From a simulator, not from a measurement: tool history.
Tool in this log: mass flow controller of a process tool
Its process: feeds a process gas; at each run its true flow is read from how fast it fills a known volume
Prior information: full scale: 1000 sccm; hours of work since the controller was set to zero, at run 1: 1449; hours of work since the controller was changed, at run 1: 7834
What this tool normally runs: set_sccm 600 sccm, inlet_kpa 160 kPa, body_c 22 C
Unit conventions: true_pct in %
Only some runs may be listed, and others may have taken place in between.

run,hour,set_sccm,inlet_kpa,body_c,hours of work since the controller was set to zero,hours of work since the controller was changed,true_pct
1,0.0,600,160,22,1449,7834,98.34
2,432.3,600,160,22,1687,8072,98.33
3,844.7,600,160,22,1915,8300,98.36
4,1081.4,151,160,22,2045,8430,97.03
5,1438.5,151,160,22,2242,8627,96.95
6,1876.8,118,160,22,2484,8869,96.83
7,2140.5,118,160,22,2629,9015,96.67
8,2670.3,600,160,31,2921,9307,98.80
9,3100.7,600,160,31,3159,9544,98.78
10,3639.5,600,160,31,3456,9841,98.64
11,4069.4,600,160,22,3693,10078,97.97
12,4304.1,184,160,22,3822,10208,96.64
13,4689.6,600,160,22,4035,10420,97.89
14,4990.4,600,160,32,4201,10586,98.75
15,5471.9,600,160,32,4466,10852,98.64
16,6036.2,600,160,32,4778,11163,98.66
17,6386.7,600,160,22,4971,11356,97.68
18,6622.5,600,160,22,5101,11486,97.59
19,7012.5,600,160,22,5316,11701,97.56
20,7368.4,600,160,22,5512,11898,97.54
21,7914.3,600,160,22,5813,12199,97.53
22,8377.1,600,160,22,6069,12454,97.52
# hour 8439.2: gauge calibrated
23,8614.0,600,160,22,6199,12585,98.38
# hour 8872.6: controller's zero set anew
24,8940.6,600,160,22,37,12764,98.23
25,9279.2,455,176,39,224,12951,99.56
26,9759.6,455,176,39,489,13216,99.44
27,10109.1,488,176,32,682,13409,98.84
28,10457.4,114,221,32,874,13601,97.96
29,11002.6,114,221,32,1175,13902,98.03
30,11279.5,114,221,32,1327,14054,97.95
31,11735.1,600,160,22,1579,14305,98.02
32,12005.2,118,160,23,1728,14454,96.53
33,12465.9,209,221,22,1982,14709,97.09
# hour 12623.0: controller exchanged for a calibrated one
34,12817.1,209,221,22,107,107,97.13
35,13396.4,508,266,21,427,427,97.93
36,13926.8,600,188,22,719,719,97.88
37,14354.8,600,230,32,955,955,98.95
38,14694.7,103,201,40,1143,1143,97.94
39,14965.5,103,201,40,1292,1292,98.12
40,15206.9,223,201,40,1425,1425,98.39
41,15732.8,306,160,22,1715,1715,96.73
42,16177.6,817,239,20,1960,1960,98.31
43,16426.1,817,239,20,2097,2097,98.30
44,16817.3,457,166,20,2313,2313,96.80
45,17264.9,827,160,30,2560,2560,98.70
46,17597.2,404,160,26,2743,2743,97.21
47,18105.2,401,160,22,3023,3023,96.69
48,18615.6,401,147,20,3305,3305,96.46

What differs in the tool's unlogged condition from the final listed run ahead of each entry between runs to the first listed run following it?
Between runs 22 and 23: gauge calibrated (hour 8439.2)
  drift of the gauge itself on true_pct, %: -0.96 -> -0.02
  measured less the result without the state, true_pct: -0.96 -> -0.03 %
Between runs 23 and 24: controller's zero set anew (hour 8872.6)
  flow at rest that the sensor doesn't see, % of full scale: -0.003 -> 0; drift of the gauge itself on true_pct, %: -0.02 -> -0.06
  measured less the result without the state, true_pct: -0.03 -> -0.07 %
Between runs 33 and 34: controller exchanged for a calibrated one (hour 12623.0)
  flow at rest that the sensor doesn't see, % of full scale: -0.001 -> 0; true flow over the shown one, %: -0.01 -> 0; drift of the gauge itself on true_pct, %: -0.46 -> -0.5
  measured less the result without the state, true_pct: -0.46 -> -0.49 %
